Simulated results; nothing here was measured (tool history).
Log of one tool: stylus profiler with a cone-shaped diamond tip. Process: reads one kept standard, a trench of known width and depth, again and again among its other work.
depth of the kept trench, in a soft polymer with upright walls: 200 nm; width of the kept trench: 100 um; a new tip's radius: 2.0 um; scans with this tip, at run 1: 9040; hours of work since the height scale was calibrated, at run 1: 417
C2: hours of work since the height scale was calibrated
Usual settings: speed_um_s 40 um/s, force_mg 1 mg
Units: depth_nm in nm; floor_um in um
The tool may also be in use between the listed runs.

run 1 hour=0 | speed_um_s=40 force_mg=1 | scans_with_this_tip=9040 C2=417 | depth_nm=201.44 floor_um=97.74
run 2 hour=29.4 | speed_um_s=28 force_mg=1 | scans_with_this_tip=9163 C2=439 | depth_nm=201.37 floor_um=97.84
run 3 hour=68.8 | speed_um_s=28 force_mg=1 | scans_with_this_tip=9329 C2=470 | depth_nm=201.47 floor_um=97.8
run 4 hour=100.4 | speed_um_s=28 force_mg=1 | scans_with_this_tip=9462 C2=494 | depth_nm=201.39 floor_um=97.81
run 5 hour=127.3 | speed_um_s=28 force_mg=1 | scans_with_this_tip=9575 C2=515 | depth_nm=201.49 floor_um=97.8
run 6 hour=158.8 | speed_um_s=28 force_mg=1 | scans_with_this_tip=9708 C2=540 | depth_nm=201.52 floor_um=97.74
run 7 hour=198 | speed_um_s=28 force_mg=1 | scans_with_this_tip=9873 C2=570 | depth_nm=201.46 floor_um=97.74
-- hour=203.1 height scale calibrated on a step standard
run 8 hour=235 | speed_um_s=72 force_mg=1 | scans_with_this_tip=10027 C2=25 | depth_nm=201.61 floor_um=97.54
run 9 hour=283 | speed_um_s=72 force_mg=1 | scans_with_this_tip=10229 C2=62 | depth_nm=201.81 floor_um=97.56
run 10 hour=335.2 | speed_um_s=18 force_mg=0.42 | scans_with_this_tip=10449 C2=102 | depth_nm=201.29 floor_um=97.75
run 11 hour=368.9 | speed_um_s=65 force_mg=0.38 | scans_with_this_tip=10591 C2=128 | depth_nm=201.08 floor_um=97.35
run 12 hour=416.1 | speed_um_s=65 force_mg=0.38 | scans_with_this_tip=10789 C2=165 | depth_nm=201.16 floor_um=97.34
run 13 hour=442.7 | speed_um_s=84 force_mg=2.78 | scans_with_this_tip=10901 C2=186 | depth_nm=202.9 floor_um=97.66
-- hour=463.1 height scale calibrated on a step standard, once more
run 14 hour=505.8 | speed_um_s=61 force_mg=2.11 | scans_with_this_tip=11165 C2=33 | depth_nm=202.03 floor_um=97.72
run 15 hour=549 | speed_um_s=14 force_mg=0.4 | scans_with_this_tip=11346 C2=67 | depth_nm=200.71 floor_um=97.72
run 16 hour=596.5 | speed_um_s=14 force_mg=0.4 | scans_with_this_tip=11546 C2=103 | depth_nm=200.81 floor_um=97.8
run 17 hour=653.8 | speed_um_s=102 force_mg=1.54 | scans_with_this_tip=11788 C2=148 | depth_nm=201.73 floor_um=97.42
run 18 hour=698.1 | speed_um_s=102 force_mg=1.54 | scans_with_this_tip=11974 C2=182 | depth_nm=201.77 floor_um=97.45

The same runs without the tool's hidden state, with the same run-to-run variation:
The hidden state here: radius of the tip, um; height scale over the true one, %; drift of the gauge itself on depth_nm, %; drift of the gauge itself on floor_um, %.
run=1 depth_nm=201.17 floor_um=98.05
run=2 depth_nm=201.09 floor_um=98.16
run=3 depth_nm=201.18 floor_um=98.12
run=4 depth_nm=201.09 floor_um=98.13
run=5 depth_nm=201.18 floor_um=98.13
run=6 depth_nm=201.2 floor_um=98.08
run=7 depth_nm=201.12 floor_um=98.09
run=8 depth_nm=201.11 floor_um=97.89
run=9 depth_nm=201.3 floor_um=97.91
run=10 depth_nm=200.75 floor_um=98.11
run=11 depth_nm=200.54 floor_um=97.71
run=12 depth_nm=200.61 floor_um=97.71
run=13 depth_nm=202.34 floor_um=98.04
run=14 depth_nm=201.93 floor_um=98.1
run=15 depth_nm=200.6 floor_um=98.11
run=16 depth_nm=200.68 floor_um=98.19
run=17 depth_nm=201.58 floor_um=97.82
run=18 depth_nm=201.6 floor_um=97.85

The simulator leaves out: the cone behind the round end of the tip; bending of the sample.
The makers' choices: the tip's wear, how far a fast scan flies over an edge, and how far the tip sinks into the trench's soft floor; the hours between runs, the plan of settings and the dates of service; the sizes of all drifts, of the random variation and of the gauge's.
